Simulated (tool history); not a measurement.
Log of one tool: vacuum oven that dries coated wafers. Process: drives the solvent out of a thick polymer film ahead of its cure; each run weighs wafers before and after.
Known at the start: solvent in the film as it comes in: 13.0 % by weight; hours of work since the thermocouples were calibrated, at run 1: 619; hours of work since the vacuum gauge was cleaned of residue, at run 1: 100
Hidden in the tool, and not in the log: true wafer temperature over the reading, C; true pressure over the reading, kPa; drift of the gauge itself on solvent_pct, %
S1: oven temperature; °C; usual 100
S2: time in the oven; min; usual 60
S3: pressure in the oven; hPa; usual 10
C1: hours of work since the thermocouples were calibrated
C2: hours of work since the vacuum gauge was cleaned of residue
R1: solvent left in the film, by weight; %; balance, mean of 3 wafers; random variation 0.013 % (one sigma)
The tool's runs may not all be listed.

run,hour,S1,S2,S3,C1,C2,R1
1,0,100,60,10,619,100,2.23
2,15.8,100,62,10,629,110,2.13
3,24,100,62,10,634,115,2.12
4,34.2,100,62,10,640,121,2.14
5,48.5,100,62,10,649,130,2.12
6,62.7,100,62,10,658,139,2.12
7,76.4,100,62,10,667,148,2.11
8,86.4,100,62,10,673,154,2.12
# hour 89.4: oven's thermocouples calibrated
9,101.5,100,62,10,8,162,2.06
10,112,100,60,10,14,169,2.15
11,123.9,100,60,10,22,176,2.17
12,134.9,100,62,10,28,183,2.05
13,147.4,100,62,10,36,191,2.08
14,155.2,100,60,10,41,196,2.17
# hour 161.1: oven's thermocouples calibrated, once more
15,172.9,100,94,29.5,7,206,1.91
16,185.5,100,94,29.5,15,214,1.9
17,197.9,100,60,35,23,221,3.26
18,205.7,101,60,26.3,28,226,2.77
19,217.7,100,75,23.6,35,234,2.22
20,231.1,100,75,23.6,44,242,2.23
21,243.7,100,78,13.3,52,250,1.77
22,258.4,100,99,37.8,61,259,2.08
23,273.7,100,100,36.1,70,269,2.04
24,284.8,100,100,36.1,77,276,2.01
25,297.9,100,33,10,86,284,4.61
26,310.2,87,74,8.3,93,292,4.14
27,322.4,89,64,17.8,101,299,4.65
28,332.3,96,64,17.9,107,305,3.23

Hidden state or all else? Some run-to-run changes of R1, split into what the settings, what came in and random variation would give without the hidden state, and what is left for the hidden state (with any gauge scatter that isn't in both results):
Run 8 -> 9: oven's thermocouples calibrated. R1 -0.06 %: hidden state -0.06, all else +0.
Run 14 -> 15: S2 60 -> 94, S3 10 -> 29.5, oven's thermocouples calibrated, once more. R1 -0.26 %: hidden state +0.29, all else -0.55.
Run 24 -> 25: S2 100 -> 33, S3 36.1 -> 10. R1 +2.6 %: hidden state +0, all else +2.6.
Run 27 -> 28: S1 89 -> 96, S3 17.8 -> 17.9. R1 -1.42 %: hidden state -0.01, all else -1.41.

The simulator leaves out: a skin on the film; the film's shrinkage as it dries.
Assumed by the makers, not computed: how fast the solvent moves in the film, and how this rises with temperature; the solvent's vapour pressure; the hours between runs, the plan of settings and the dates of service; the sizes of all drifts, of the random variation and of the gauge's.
